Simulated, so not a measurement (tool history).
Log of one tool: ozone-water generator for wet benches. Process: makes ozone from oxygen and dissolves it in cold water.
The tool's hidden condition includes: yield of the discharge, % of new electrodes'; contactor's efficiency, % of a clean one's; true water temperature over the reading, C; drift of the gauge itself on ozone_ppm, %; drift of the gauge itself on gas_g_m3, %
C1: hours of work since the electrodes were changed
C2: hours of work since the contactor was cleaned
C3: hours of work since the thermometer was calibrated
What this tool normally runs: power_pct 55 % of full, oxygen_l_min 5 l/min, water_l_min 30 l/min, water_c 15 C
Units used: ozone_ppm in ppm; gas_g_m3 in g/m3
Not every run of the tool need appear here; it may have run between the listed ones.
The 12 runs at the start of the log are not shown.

Run 13, hour 583: usual settings; C1 2012; C2 1470; C3 2861. Result: ozone_ppm 14.3 ppm, gas_g_m3 150.3 g/m3.
Run 14, hour 633.2: usual settings; C1 2048; C2 1505; C3 2896. Result: ozone_ppm 14.5 ppm, gas_g_m3 151.5 g/m3.
Run 15, hour 670.4: usual settings; C1 2074; C2 1531; C3 2923. Result: ozone_ppm 14.5 ppm, gas_g_m3 151.6 g/m3.
Run 16, hour 731.9: usual settings; C1 2117; C2 1574; C3 2966. Result: ozone_ppm 14.6 ppm, gas_g_m3 151.2 g/m3.
Run 17, hour 785.2: usual settings; C1 2154; C2 1612; C3 3003. Result: ozone_ppm 14.3 ppm, gas_g_m3 152 g/m3.
Run 18, hour 853: usual settings but power_pct 67 % of full, water_l_min 36 l/min; C1 2202; C2 1659; C3 3051. Result: ozone_ppm 14.7 ppm, gas_g_m3 180.7 g/m3.
Run 19, hour 915.9: usual settings but oxygen_l_min 4.57 l/min; C1 2246; C2 1703; C3 3095. Result: ozone_ppm 14.5 ppm, gas_g_m3 159.8 g/m3.
Run 20, hour 954.2: usual settings but water_c 18 C; C1 2273; C2 1730; C3 3122. Result: ozone_ppm 14 ppm, gas_g_m3 151.2 g/m3.
Run 21, hour 988: usual settings but water_c 18 C; C1 2297; C2 1754; C3 3146. Result: ozone_ppm 14.3 ppm, gas_g_m3 152.2 g/m3.
Run 22, hour 1055: usual settings but water_c 18 C; C1 2344; C2 1801; C3 3193. Result: ozone_ppm 13.9 ppm, gas_g_m3 150.9 g/m3.
Run 23, hour 1120.1: usual settings but water_c 18 C; C1 2389; C2 1847; C3 3238. Result: ozone_ppm 14.2 ppm, gas_g_m3 151.5 g/m3.
Run 24, hour 1168.9: usual settings but power_pct 42 % of full, oxygen_l_min 2.66 l/min, water_l_min 42 l/min, water_c 17 C; C1 2424; C2 1881; C3 3272. Result: ozone_ppm 7.4 ppm, gas_g_m3 175.5 g/m3.
Run 25, hour 1197.5: usual settings but water_c 14 C; C1 2444; C2 1901; C3 3293. Result: ozone_ppm 14.5 ppm, gas_g_m3 151.1 g/m3.
Run 26, hour 1265.5: usual settings but oxygen_l_min 2.52 l/min, water_l_min 41 l/min, water_c 8 C; C1 2492; C2 1949; C3 3340. Result: ozone_ppm 10 ppm, gas_g_m3 232.7 g/m3.
Run 27, hour 1328.6: usual settings but power_pct 57 % of full, oxygen_l_min 4.05 l/min, water_l_min 20 l/min, water_c 8 C; C1 2536; C2 1993; C3 3385. Result: ozone_ppm 22.1 ppm, gas_g_m3 178.4 g/m3.
Run 28, hour 1389.3: usual settings but oxygen_l_min 3.86 l/min, water_c 11 C; C1 2578; C2 2036; C3 3427. Result: ozone_ppm 14.4 ppm, gas_g_m3 177.5 g/m3.
Run 29, hour 1437.6: usual settings but water_l_min 38 l/min; C1 2612; C2 2070; C3 3461. Result: ozone_ppm 11.9 ppm, gas_g_m3 150.1 g/m3.
Run 30, hour 1483.1: usual settings but power_pct 57 % of full; C1 2644; C2 2101; C3 3493. Result: ozone_ppm 14.9 ppm, gas_g_m3 156.1 g/m3.
Run 31, hour 1523.1: usual settings but power_pct 57 % of full; C1 2672; C2 2130; C3 3521. Result: ozone_ppm 15.1 ppm, gas_g_m3 156.3 g/m3.

Consider 5 possible next runs. They are alternatives, not a sequence: every one starts from the tool as it was left by run 31. What does each give?
Run A, hour 1589.3: usual settings but power_pct 51 % of full; C1 2719; C2 2176; C3 3568. Result: ozone_ppm ?, gas_g_m3 ?.
Run B, hour 1589.3: usual settings but power_pct 58 % of full; C1 2719; C2 2176; C3 3568. Result: ozone_ppm ?, gas_g_m3 ?.
Run C, hour 1589.3: usual settings but water_c 21 C; C1 2719; C2 2176; C3 3568. Result: ozone_ppm ?, gas_g_m3 ?.
Run D, hour 1589.3: usual settings but power_pct 67 % of full, oxygen_l_min 8.74 l/min; C1 2719; C2 2176; C3 3568. Result: ozone_ppm ?, gas_g_m3 ?.
Run E, hour 1589.3: usual settings but oxygen_l_min 3.35 l/min, water_l_min 20 l/min, water_c 18 C; C1 2719; C2 2176; C3 3568. Result: ozone_ppm ?, gas_g_m3 ?.

run  ozone_ppm  gas_g_m3
  A       13.6     140.9
  B       15.4     158.4
  C       13.7     150.4
  D       17.2     127.3
  E       19.5     193.9
With no hidden state in the tool, these same runs would have given:
run  ozone_ppm  gas_g_m3
  A       13.6     141.1
  B       15.4     158.6
  C       13.7     150.5
  D       17.2     127.4
  E       19.5     194.1
